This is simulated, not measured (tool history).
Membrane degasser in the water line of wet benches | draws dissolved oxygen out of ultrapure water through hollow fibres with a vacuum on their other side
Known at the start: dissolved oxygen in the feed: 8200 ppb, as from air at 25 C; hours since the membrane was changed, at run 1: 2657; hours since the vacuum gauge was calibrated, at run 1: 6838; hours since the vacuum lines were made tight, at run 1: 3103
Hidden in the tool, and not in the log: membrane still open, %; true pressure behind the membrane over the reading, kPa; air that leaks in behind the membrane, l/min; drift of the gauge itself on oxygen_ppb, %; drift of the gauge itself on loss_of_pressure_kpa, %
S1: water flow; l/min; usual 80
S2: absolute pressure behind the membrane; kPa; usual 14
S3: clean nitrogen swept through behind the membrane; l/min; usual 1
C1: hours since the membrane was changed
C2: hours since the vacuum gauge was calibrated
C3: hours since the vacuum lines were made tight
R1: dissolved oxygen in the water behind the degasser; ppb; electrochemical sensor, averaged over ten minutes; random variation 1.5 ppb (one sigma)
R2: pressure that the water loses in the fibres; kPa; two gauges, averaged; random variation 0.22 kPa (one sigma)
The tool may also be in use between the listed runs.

run	hour	S1	S2	S3	C1	C2	C3	R1	R2
1	0	80	14	1	2657	6838	3103	1292.5	53.63
# hour 39.2: vacuum gauge calibrated
2	96.7	80	29.6	1	2753	57	3199	2678.9	53.57
3	267.5	80	29.6	1	2924	228	3370	2679.6	53.39
4	451.5	80	29.6	1	3108	412	3554	2683.1	53.54
5	547	80	29.6	1	3203	508	3649	2677.9	53.21
6	686.2	80	29.6	1	3342	647	3788	2683.6	53.29
7	851	80	29.6	1	3507	812	3953	2681.1	53.58
# hour 935.6: vacuum gauge calibrated, once more
8	1003.8	80	13.7	1	3659	68	4105	1254.9	53.2
9	1138.7	80	14	1	3794	203	4240	1287.9	53.8
10	1239.1	80	14	1	3895	303	4341	1283.5	53.67
11	1412.5	80	16	1	4068	477	4514	1491.3	53.16
12	1581.1	80	16	2.22	4237	645	4683	864.9	54.1
13	1698.7	78	14	1	4354	763	4800	1265.4	52.17
14	1790.4	78	14	1	4446	855	4892	1267.8	52.12
15	1922.6	78	14	1	4578	987	5024	1266.5	52.77
16	2082.3	80	32.3	1	4738	1147	5184	2864.9	53.66
17	2160.7	69	9.9	1	4816	1225	5262	757.4	46.29
18	2343.5	95	14.4	1.69	4999	1408	5445	1060.3	63.57
19	2446.5	95	14.4	1.69	5102	1511	5548	1062.7	63.65
20	2541.5	76	16	2.3	5197	1606	5643	811.1	50.62
21	2722.5	102	14.5	0.51	5378	1787	5824	2169.6	68.75
22	2807	80	29.7	1.02	5463	1871	5909	2649	53.79
23	2902.3	84	14	0.62	5558	1967	6004	1729.2	56.46
24	3026.5	124	24.2	0.91	5682	2091	6128	2965.7	83.45
25	3126.2	124	24.2	0.91	5782	2191	6228	2977.2	83.51
26	3241.2	80	20.1	0.54	5897	2306	6343	2612.6	53.88
27	3383.5	80	20.1	0.54	6039	2448	6485	2610.4	54.04
28	3557.3	69	29.3	1.34	6213	2622	6659	2043.8	46.54
29	3697.2	54	30	2.5	6353	2762	6799	1128.7	36.29
30	3866.5	87	30	1.49	6522	2931	6968	2253.4	58.68
31	4030.1	87	30	1.49	6686	3094	7132	2255.1	58.95
32	4128.6	91	14	1	6784	3193	7230	1398.7	61.03

How the hidden state differs across the entries between the runs, from the last listed run before each to the first after it:
Between runs 1 and 2: vacuum gauge calibrated (hour 39.2)
  membrane still open, %: 99.5 -> 99.4; true pressure behind the membrane over the reading, kPa: 0.09 -> 0.11; air that leaks in behind the membrane, l/min: 0.0069 -> 0.007
  measured less the result without the state, R1: +8.1 -> +7.1 ppb; R2: +0.29 -> +0.31 kPa
Between runs 7 and 8: vacuum gauge calibrated, once more (hour 935.6)
  membrane still open, %: 99.3 -> 99.2; true pressure behind the membrane over the reading, kPa: 0.12 -> 0; air that leaks in behind the membrane, l/min: 0.0079 -> 0.0081
  measured less the result without the state, R1: +7.7 -> -1.3 ppb; R2: +0.39 -> +0.4 kPa

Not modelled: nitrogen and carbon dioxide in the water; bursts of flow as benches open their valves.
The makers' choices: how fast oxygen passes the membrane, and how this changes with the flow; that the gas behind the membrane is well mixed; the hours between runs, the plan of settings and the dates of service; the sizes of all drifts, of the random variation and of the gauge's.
